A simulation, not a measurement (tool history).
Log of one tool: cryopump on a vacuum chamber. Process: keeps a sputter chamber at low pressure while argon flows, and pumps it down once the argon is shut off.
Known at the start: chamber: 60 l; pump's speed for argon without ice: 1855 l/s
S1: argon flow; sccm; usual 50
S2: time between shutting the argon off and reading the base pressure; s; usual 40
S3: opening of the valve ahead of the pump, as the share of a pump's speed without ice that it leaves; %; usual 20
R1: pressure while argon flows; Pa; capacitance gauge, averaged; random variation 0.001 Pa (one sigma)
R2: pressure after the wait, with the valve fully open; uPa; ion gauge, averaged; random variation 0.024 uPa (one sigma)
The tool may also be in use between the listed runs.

run 1 hour=0.0 | S1=50 S2=40 S3=20 | R1=0.2308 R2=1.84
run 2 hour=15.2 | S1=50 S2=40 S3=20 | R1=0.2334 R2=1.88
run 3 hour=44.7 | S1=50 S2=40 S3=20 | R1=0.2333 R2=1.93
run 4 hour=77.8 | S1=50 S2=40 S3=20 | R1=0.2333 R2=1.94
run 5 hour=95.1 | S1=50 S2=40 S3=20 | R1=0.2334 R2=1.99
run 6 hour=118.0 | S1=50 S2=40 S3=20 | R1=0.2327 R2=1.98
run 7 hour=131.8 | S1=50 S2=40 S3=20 | R1=0.2351 R2=1.95
run 8 hour=149.9 | S1=34 S2=40 S3=20 | R1=0.1592 R2=1.98
run 9 hour=169.8 | S1=50 S2=49 S3=20 | R1=0.2335 R2=1.88
run 10 hour=186.6 | S1=50 S2=49 S3=20 | R1=0.2353 R2=1.84
run 11 hour=210.3 | S1=50 S2=40 S3=24 | R1=0.1986 R2=2.06
run 12 hour=225.2 | S1=50 S2=40 S3=24 | R1=0.1963 R2=2.05
run 13 hour=250.6 | S1=50 S2=40 S3=24 | R1=0.1980 R2=2.00
run 14 hour=279.8 | S1=30 S2=40 S3=20 | R1=0.1415 R2=2.06
run 15 hour=297.6 | S1=30 S2=40 S3=20 | R1=0.1420 R2=2.13
run 16 hour=315.0 | S1=22 S2=40 S3=20 | R1=0.1044 R2=2.06
run 17 hour=345.7 | S1=22 S2=40 S3=20 | R1=0.1047 R2=2.10
run 18 hour=371.1 | S1=22 S2=40 S3=20 | R1=0.1058 R2=2.21
run 19 hour=391.4 | S1=33 S2=40 S3=24 | R1=0.1312 R2=0.88
run 20 hour=420.2 | S1=50 S2=23 S3=20 | R1=0.2364 R2=1.43
run 21 hour=440.4 | S1=40 S2=240 S3=24 | R1=0.1599 R2=0.36
run 22 hour=464.2 | S1=77 S2=130 S3=57 | R1=0.1391 R2=0.47
run 23 hour=482.4 | S1=31 S2=130 S3=57 | R1=0.0569 R2=0.45
run 24 hour=501.0 | S1=80 S2=130 S3=29 | R1=0.2701 R2=0.46
run 25 hour=518.9 | S1=50 S2=147 S3=56 | R1=0.0929 R2=0.45
run 26 hour=533.3 | S1=50 S2=147 S3=56 | R1=0.0928 R2=0.46
run 27 hour=561.0 | S1=50 S2=23 S3=49 | R1=0.1040 R2=1.44
run 28 hour=583.5 | S1=33 S2=96 S3=55 | R1=0.0622 R2=0.60
run 29 hour=611.8 | S1=30 S2=40 S3=44 | R1=0.0696 R2=0.98

Taken out of this log: 1 entry between the listed runs. Where each belongs, and how the hidden state differs across it:
Between runs 18 and 19: leaking fittings of the chamber tightened, without venting (hour 381.7)
  pump's speed, % of a pump's without ice: 83.8 -> 83.4; cold plate's temperature, K: 12.47 -> 12.48; leak into the chamber, uPa l/s: 2245 -> 329
  measured less the result without the state, R1: +0.0042 -> +0.0063 Pa; R2: +1.34 -> +0.05 uPa
